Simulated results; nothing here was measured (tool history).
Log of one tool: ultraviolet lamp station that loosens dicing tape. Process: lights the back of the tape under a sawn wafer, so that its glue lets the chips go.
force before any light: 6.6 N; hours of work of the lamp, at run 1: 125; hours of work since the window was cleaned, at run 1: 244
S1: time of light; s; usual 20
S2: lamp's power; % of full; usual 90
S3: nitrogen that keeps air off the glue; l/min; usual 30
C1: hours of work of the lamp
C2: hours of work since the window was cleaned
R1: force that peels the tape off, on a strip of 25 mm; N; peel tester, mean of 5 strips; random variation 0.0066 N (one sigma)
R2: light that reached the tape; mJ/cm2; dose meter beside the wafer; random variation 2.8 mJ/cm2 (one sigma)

run	hour	S1	S2	S3	C1	C2	R1	R2
1	0.0	20	90	30	125	244	0.263	343
2	13.9	20	95	30	134	253	0.238	367
3	32.4	29	90	30	147	266	0.137	490
4	42.5	17	90	30	153	272	0.386	285
5	58.0	20	90	30	164	283	0.277	338
6	68.6	20	90	30	171	290	0.283	339
7	83.1	20	90	10	181	300	0.759	336
8	94.1	32	90	30	188	307	0.119	540
9	109.3	20	90	13	198	317	0.608	339
10	122.6	20	90	30	207	326	0.297	335
11	139.4	20	66	30	218	337	0.603	241
12	159.1	20	66	30	232	351	0.627	244
13	179.8	20	66	30	245	365	0.619	241
14	200.8	20	66	30	260	379	0.612	236
15	211.3	20	66	30	267	386	0.617	239
16	231.0	20	66	30	280	399	0.641	237
17	246.9	20	66	30	291	410	0.627	237
18	261.4	20	66	30	300	419	0.655	233
19	272.2	20	66	30	307	427	0.657	235
20	288.2	20	90	31	318	437	0.330	320
21	304.1	20	63	30	329	448	0.721	217
22	325.7	20	63	30	343	462	0.772	216
23	334.7	13	90	30	349	468	0.861	203
24	354.5	22	90	25	363	482	0.326	338
25	369.7	14	76	10	373	492	1.938	178
26	382.1	11	90	38	381	500	1.030	168
27	404.3	11	90	38	396	515	1.089	169
28	420.7	21	72	29	407	526	0.566	253
29	433.4	30	90	14	416	535	0.273	450
30	450.4	35	64	44	427	546	0.167	374
31	469.6	28	65	14	440	559	0.693	299

Forecast run 32:
32	490.3	28	65	14	454	573	?	?

Run 32 gave R1 0.742 N, R2 306 mJ/cm2.
Without the tool's hidden state the same run would have given R1 0.439 N, R2 389 mJ/cm2.
